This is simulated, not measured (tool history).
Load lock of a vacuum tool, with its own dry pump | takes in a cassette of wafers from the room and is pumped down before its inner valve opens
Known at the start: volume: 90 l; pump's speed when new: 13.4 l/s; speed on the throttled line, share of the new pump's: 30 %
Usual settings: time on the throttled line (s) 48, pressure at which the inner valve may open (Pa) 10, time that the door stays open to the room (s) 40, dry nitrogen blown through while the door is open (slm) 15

run,hour,time on the throttled line (s),pressure at which the inner valve may open (Pa),time that the door stays open to the room (s),dry nitrogen blown through while the door is open (slm),"incoming humidity of the room's air, %",time from the closed door until the inner valve may open (s),rise of the pressure with all valves shut (Pa/min)
1,0.0,48,10,40,15,48.3,98.3,0.140
2,360.2,48,10,40,15,45.5,98.1,0.147
3,683.0,48,10,40,15,43.6,100.3,0.155
4,1006.3,48,10,40,15,44.4,99.8,0.157
5,1311.1,28,10,40,15,44.2,86.9,0.166
6,1633.9,28,10,40,15,46.9,86.8,0.181
7,2065.0,28,10,40,15,46.3,87.5,0.181
8,2433.7,28,10,40,15,45.7,88.0,0.195
9,2896.9,28,10,40,15,47.6,88.2,0.212
10,3307.2,53,10,40,15,43.4,106.9,0.213
11,3563.5,53,10,40,15,46.8,104.6,0.220
12,3780.4,53,10,40,15,46.2,105.5,0.231
13,4031.9,53,10,40,15,44.8,107.5,0.239
# hour 4460.8: door's seal changed, seat wiped
14,4493.8,35,18,40,44,42.5,91.0,0.015
15,4752.1,35,18,40,44,49.0,92.2,0.016
16,5240.8,50,18,103,16,44.8,100.8,0.029
17,5452.6,50,18,103,16,42.7,101.2,0.030
18,5841.4,48,7,41,35,39.6,108.5,0.021
19,6260.6,48,7,41,35,45.1,109.3,0.023
20,6726.4,28,16,42,10,43.6,89.4,0.035
21,7052.8,31,10,74,41,43.4,95.6,0.031
22,7386.0,51,14,74,41,44.2,106.9,0.034
23,7808.9,35,8,75,6,45.7,99.6,0.061
24,8093.3,48,10,57,5,44.3,108.5,0.057
25,8547.4,48,10,57,5,42.2,109.4,0.069
26,8772.9,48,10,57,5,43.6,109.5,0.064

Hidden state or all else? Some run-to-run changes of time from the closed door until the inner valve may open (s), split into what the settings, what came in and random variation would give without the hidden state, and what is left for the hidden state (with any gauge scatter that isn't in both results):
The hidden state here: pump's speed, % of a new pump's; leak at the door's seal, Pa l/s; drift of the gauge itself on ready_s, %; drift of the gauge itself on rise_pa_min, %.
Run 9 -> 10: time on the throttled line (s) 28 -> 53. time from the closed door until the inner valve may open (s) +18.7: hidden state -0.5, all else +19.2.
Run 17 -> 18: time on the throttled line (s) 50 -> 48, pressure at which the inner valve may open (Pa) 18 -> 7, time that the door stays open to the room (s) 103 -> 41, dry nitrogen blown through while the door is open (slm) 16 -> 35. time from the closed door until the inner valve may open (s) +7.3: hidden state +2.0, all else +5.3.
Run 19 -> 20: time on the throttled line (s) 48 -> 28, pressure at which the inner valve may open (Pa) 7 -> 16, time that the door stays open to the room (s) 41 -> 42, dry nitrogen blown through while the door is open (slm) 35 -> 10. time from the closed door until the inner valve may open (s) -19.9: hidden state +0.7, all else -20.6.
Run 22 -> 23: time on the throttled line (s) 51 -> 35, pressure at which the inner valve may open (Pa) 14 -> 8, time that the door stays open to the room (s) 74 -> 75, dry nitrogen blown through while the door is open (slm) 41 -> 6. time from the closed door until the inner valve may open (s) -7.3: hidden state +2.4, all else -9.7.

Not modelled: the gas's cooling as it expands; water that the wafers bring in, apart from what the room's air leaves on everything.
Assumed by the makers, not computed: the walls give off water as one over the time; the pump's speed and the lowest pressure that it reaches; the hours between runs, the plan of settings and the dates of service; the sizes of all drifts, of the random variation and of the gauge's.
